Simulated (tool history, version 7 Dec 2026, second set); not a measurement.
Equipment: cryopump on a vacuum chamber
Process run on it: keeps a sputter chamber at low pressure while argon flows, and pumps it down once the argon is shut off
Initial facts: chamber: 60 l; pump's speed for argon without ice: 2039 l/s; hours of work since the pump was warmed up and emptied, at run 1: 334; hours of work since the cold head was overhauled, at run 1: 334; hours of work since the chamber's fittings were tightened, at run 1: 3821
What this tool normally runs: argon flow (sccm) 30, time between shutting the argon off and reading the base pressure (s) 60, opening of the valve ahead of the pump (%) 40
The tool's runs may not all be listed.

run	day	argon flow (sccm)	time between shutting the argon off and reading the base pressure (s)	opening of the valve ahead of the pump (%)	hours of work since the pump was warmed up and emptied	hours of work since the cold head was overhauled	hours of work since the chamber's fittings were tightened	pressure while argon flows (Pa)	pressure after the wait (uPa)
1	0	30	60	40	334	334	3821	0.0714	1.35
2	1	30	60	40	350	350	3837	0.0723	1.38
3	2.421	30	60	40	373	373	3860	0.0749	1.36
4	3.679	30	60	40	393	393	3880	0.0757	1.39
# day 4.612: leaking fittings of the chamber tightened, without venting
5	4.625	30	60	40	407	407	0	0.0756	0.86
# day 5.192: pump warmed up, emptied and cooled again
6	5.538	30	60	36	6	419	12	0.0684	0.73
7	7.092	30	60	40	31	444	37	0.0634	0.76
8	8.512	30	60	34	54	467	60	0.0739	0.77
9	9.629	30	25	40	72	485	78	0.0632	1.6
10	10.804	30	76	40	91	504	97	0.0645	0.65
11	11.488	30	76	40	102	515	108	0.0655	0.66
12	12.225	33	76	40	114	527	120	0.0708	0.67
13	13.733	30	60	40	138	551	144	0.0672	0.82
14	14.633	30	60	40	153	566	159	0.0659	0.79
15	15.492	30	60	40	166	580	172	0.0659	0.81
16	16.733	30	60	40	186	600	192	0.0674	0.83
17	18.258	30	60	16	211	624	217	0.1594	0.81
18	19.021	30	60	40	223	637	229	0.0677	0.79
19	19.983	60	60	40	239	652	245	0.1385	0.81
20	20.867	17	60	44	253	667	259	0.0356	0.86
21	21.575	21	42	20	265	678	271	0.0921	1.07
22	22.488	21	42	20	279	693	285	0.092	1.1
23	23.167	21	42	20	290	704	296	0.0915	1.11
24	24.483	30	34	16	312	725	318	0.1646	1.26
25	25.479	17	161	40	328	741	334	0.0405	0.53
26	26.167	17	161	40	339	752	345	0.041	0.52
27	26.821	28	50	18	349	763	355	0.1389	1.05
28	27.7	27	35	31	364	777	370	0.0829	1.3
29	28.388	12	35	19	375	788	381	0.0568	1.23

What does the tool deliver on the next run?
30	29.388	13	130	19	391	804	397	?	?

pressure while argon flows (Pa): 0.0627
pressure after the wait (uPa): 0.63
Without the tool's hidden state the same run would have given pressure while argon flows (Pa) 0.0574, pressure after the wait (uPa) 0.43.
